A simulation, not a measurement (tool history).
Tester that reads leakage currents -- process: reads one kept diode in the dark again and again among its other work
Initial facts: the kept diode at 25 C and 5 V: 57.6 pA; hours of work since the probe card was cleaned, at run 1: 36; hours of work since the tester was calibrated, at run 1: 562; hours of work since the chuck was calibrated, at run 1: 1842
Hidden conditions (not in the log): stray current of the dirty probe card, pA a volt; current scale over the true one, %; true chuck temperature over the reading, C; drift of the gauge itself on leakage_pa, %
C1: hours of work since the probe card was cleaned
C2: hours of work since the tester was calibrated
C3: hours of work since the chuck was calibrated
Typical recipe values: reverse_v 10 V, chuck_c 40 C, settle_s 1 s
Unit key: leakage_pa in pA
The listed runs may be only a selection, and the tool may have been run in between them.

Run 1, hour 0: usual settings; C1 36; C2 562; C3 1842. Result: leakage_pa 299.04 pA.
Run 2, hour 42.5: usual settings; C1 63; C2 589; C3 1868. Result: leakage_pa 299.14 pA.
Run 3, hour 85.5: usual settings but settle_s 1.25 s; C1 89; C2 615; C3 1895. Result: leakage_pa 299.14 pA.
Run 4, hour 125.9: usual settings; C1 115; C2 641; C3 1920. Result: leakage_pa 300.11 pA.
Run 5, hour 165.6: usual settings; C1 139; C2 665; C3 1945. Result: leakage_pa 296.99 pA.
Run 6, hour 210.5: usual settings; C1 167; C2 693; C3 1973. Result: leakage_pa 299.49 pA.
Run 7, hour 254.3: usual settings; C1 195; C2 721; C3 2001. Result: leakage_pa 297.02 pA.
Run 8, hour 305.2: usual settings; C1 226; C2 752; C3 2032. Result: leakage_pa 299.22 pA.
Run 9, hour 335: usual settings; C1 245; C2 771; C3 2051. Result: leakage_pa 299.64 pA.
Run 10, hour 369.2: usual settings; C1 266; C2 792; C3 2072. Result: leakage_pa 299.13 pA.
Run 11, hour 393.2: usual settings but reverse_v 3.9 V; C1 281; C2 807; C3 2087. Result: leakage_pa 169.54 pA.
Run 12, hour 437.8: usual settings but reverse_v 3.9 V; C1 309; C2 835; C3 2115. Result: leakage_pa 169.57 pA.
Run 13, hour 472.5: usual settings; C1 331; C2 857; C3 2137. Result: leakage_pa 299.44 pA.
Run 14, hour 521.4: usual settings; C1 361; C2 887; C3 2167. Result: leakage_pa 298.83 pA.
Run 15, hour 550.3: usual settings; C1 379; C2 905; C3 2185. Result: leakage_pa 298.35 pA.
Run 16, hour 586.1: usual settings but settle_s 0.61 s; C1 401; C2 928; C3 2207. Result: leakage_pa 299.54 pA.
Run 17, hour 633.4: usual settings but reverse_v 4.3 V; C1 431; C2 957; C3 2237. Result: leakage_pa 179.85 pA.
Run 18, hour 679.2: usual settings but reverse_v 4.3 V; C1 460; C2 986; C3 2265. Result: leakage_pa 179.68 pA.
At hour 687.9: chuck's temperature calibrated.
Run 19, hour 726.2: usual settings but reverse_v 4.3 V; C1 488; C2 1014; C3 24. Result: leakage_pa 191.43 pA.
Run 20, hour 762: usual settings but reverse_v 4.3 V, chuck_c 33 C; C1 510; C2 1036; C3 46. Result: leakage_pa 108.52 pA.
Run 21, hour 795.5: usual settings but reverse_v 4.3 V, chuck_c 33 C; C1 531; C2 1057; C3 67. Result: leakage_pa 108.14 pA.
Run 22, hour 817.2: usual settings but chuck_c 43 C; C1 544; C2 1070; C3 81. Result: leakage_pa 404.46 pA.
Run 23, hour 850.7: usual settings but reverse_v 2.6 V, settle_s 1.48 s; C1 565; C2 1091; C3 102. Result: leakage_pa 141.1 pA.
Run 24, hour 897.1: usual settings but reverse_v 3 V, chuck_c 56 C, settle_s 3.24 s; C1 594; C2 1120; C3 130. Result: leakage_pa 524.86 pA.
Run 25, hour 941.5: usual settings but reverse_v 4.5 V, chuck_c 29 C; C1 622; C2 1148; C3 158. Result: leakage_pa 79.76 pA.
Run 26, hour 966.9: usual settings but reverse_v 4.5 V, chuck_c 29 C; C1 638; C2 1164; C3 174. Result: leakage_pa 79.75 pA.
Run 27, hour 1010.2: usual settings but reverse_v 4.5 V, chuck_c 29 C; C1 665; C2 1191; C3 201. Result: leakage_pa 79.99 pA.
Run 28, hour 1058.3: usual settings but chuck_c 28 C; C1 695; C2 1221; C3 231. Result: leakage_pa 120.98 pA.
Run 29, hour 1109.1: usual settings but reverse_v 1.6 V, chuck_c 48 C, settle_s 0.36 s; C1 726; C2 1252; C3 263. Result: leakage_pa 198.53 pA.
Run 30, hour 1142: usual settings but reverse_v 1.6 V, chuck_c 48 C, settle_s 0.36 s; C1 747; C2 1273; C3 283. Result: leakage_pa 196.25 pA.
Run 31, hour 1192: usual settings but reverse_v 9.9 V, chuck_c 23 C, settle_s 5.48 s; C1 778; C2 1304; C3 314. Result: leakage_pa 79.45 pA.
Run 32, hour 1240.2: usual settings but reverse_v 3.8 V, chuck_c 24 C, settle_s 1.2 s; C1 808; C2 1334; C3 344. Result: leakage_pa 47.79 pA.
Run 33, hour 1278.9: usual settings but reverse_v 8.2 V, chuck_c 26 C, settle_s 0.87 s; C1 832; C2 1358; C3 368. Result: leakage_pa 91.72 pA.
Run 34, hour 1306.3: usual settings but reverse_v 13.5 V, chuck_c 21 C; C1 849; C2 1375; C3 386. Result: leakage_pa 83.91 pA.
Run 35, hour 1332.9: usual settings but reverse_v 3.6 V, settle_s 1.83 s; C1 866; C2 1392; C3 402. Result: leakage_pa 172.24 pA.
Run 36, hour 1382.9: usual settings but reverse_v 17.9 V, chuck_c 37 C, settle_s 2.37 s; C1 897; C2 1423; C3 433. Result: leakage_pa 361.66 pA.
Run 37, hour 1414.5: usual settings but reverse_v 2.5 V, chuck_c 37 C, settle_s 0.93 s; C1 917; C2 1443; C3 453. Result: leakage_pa 108.11 pA.
Run 38, hour 1435.2: usual settings but reverse_v 2.5 V, chuck_c 37 C, settle_s 0.93 s; C1 930; C2 1456; C3 466. Result: leakage_pa 108.34 pA.

Each row is a separate what-if for the run after 38, all from the same tool condition, not one after another. Results?
Run A, hour 1475.3: usual settings but reverse_v 2.3 V, chuck_c 37 C, settle_s 0.68 s; C1 955; C2 1481; C3 491. Result: leakage_pa ?.
Run B, hour 1475.3: usual settings but chuck_c 21 C; C1 955; C2 1481; C3 491. Result: leakage_pa ?.
Run C, hour 1475.3: usual settings but chuck_c 43 C, settle_s 0.43 s; C1 955; C2 1481; C3 491. Result: leakage_pa ?.

run  leakage_pa
  A      103.17
  B       69.67
  C      405.56
What these runs would have given with no unlogged condition in the tool:
run  leakage_pa
  A         102
  B       61.57
  C      399.95
